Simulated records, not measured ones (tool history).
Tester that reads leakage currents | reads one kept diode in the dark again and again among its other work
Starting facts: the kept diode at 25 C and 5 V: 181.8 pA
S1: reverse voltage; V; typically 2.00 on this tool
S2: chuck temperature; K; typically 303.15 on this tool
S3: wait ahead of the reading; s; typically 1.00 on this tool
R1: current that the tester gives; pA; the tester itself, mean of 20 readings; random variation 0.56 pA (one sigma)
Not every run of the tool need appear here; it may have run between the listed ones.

run,day,S1,S2,S3,R1
1,0.000,2.00,303.15,1.00,177.83
2,1.467,2.47,303.15,1.00,195.80
# day 1.912: chuck's temperature calibrated
3,3.925,2.00,303.15,1.00,189.90
4,6.342,2.00,303.15,1.00,190.89
5,8.179,2.00,303.15,1.00,189.02
6,10.104,2.00,321.15,1.00,782.64
7,11.312,2.00,321.15,1.00,778.00
8,13.042,2.00,321.15,1.00,783.26
9,14.254,2.00,321.15,1.00,779.86
10,15.296,2.00,321.15,1.00,778.22
11,17.800,2.00,303.15,1.00,188.69
12,19.742,2.00,328.15,1.00,1299.74
13,21.725,2.00,328.15,1.00,1300.65
14,24.112,2.00,328.15,1.00,1299.60
15,25.646,2.00,328.15,1.00,1291.36
16,28.067,2.00,328.15,1.00,1294.89
17,30.025,18.70,328.15,1.00,3494.42
18,32.383,18.70,328.15,1.00,3488.55
19,34.129,19.51,328.15,1.00,3571.03
# day 34.433: tester calibrated
20,35.825,2.00,303.15,1.00,189.44
21,37.888,2.00,303.15,1.20,188.63
22,39.212,2.09,303.15,1.00,192.63
# day 41.100: tester calibrated, once more
23,41.196,2.09,303.15,1.00,193.46
24,42.775,1.00,303.15,1.00,137.93
25,44.850,1.00,303.15,1.00,137.55
26,45.979,2.15,320.15,1.91,742.46
27,47.942,8.65,320.15,1.24,1380.76
28,50.283,16.55,324.15,0.84,2471.96
29,51.358,16.55,324.15,0.84,2478.62
30,52.708,16.55,324.15,0.84,2480.70
31,54.717,1.37,312.15,0.84,327.61
32,56.967,19.29,294.15,0.41,278.66
33,59.442,2.00,317.15,1.16,568.93
34,61.554,2.00,317.15,1.16,568.95
35,63.283,2.00,303.15,4.48,187.84
36,65.408,4.32,303.15,5.23,266.18

For run 37, what comes out?
37,66.817,5.76,303.15,1.00,?

Run 37 gave R1 305.20 pA.
Had the tool carried no hidden state, the very same run would have given R1 297.86 pA.

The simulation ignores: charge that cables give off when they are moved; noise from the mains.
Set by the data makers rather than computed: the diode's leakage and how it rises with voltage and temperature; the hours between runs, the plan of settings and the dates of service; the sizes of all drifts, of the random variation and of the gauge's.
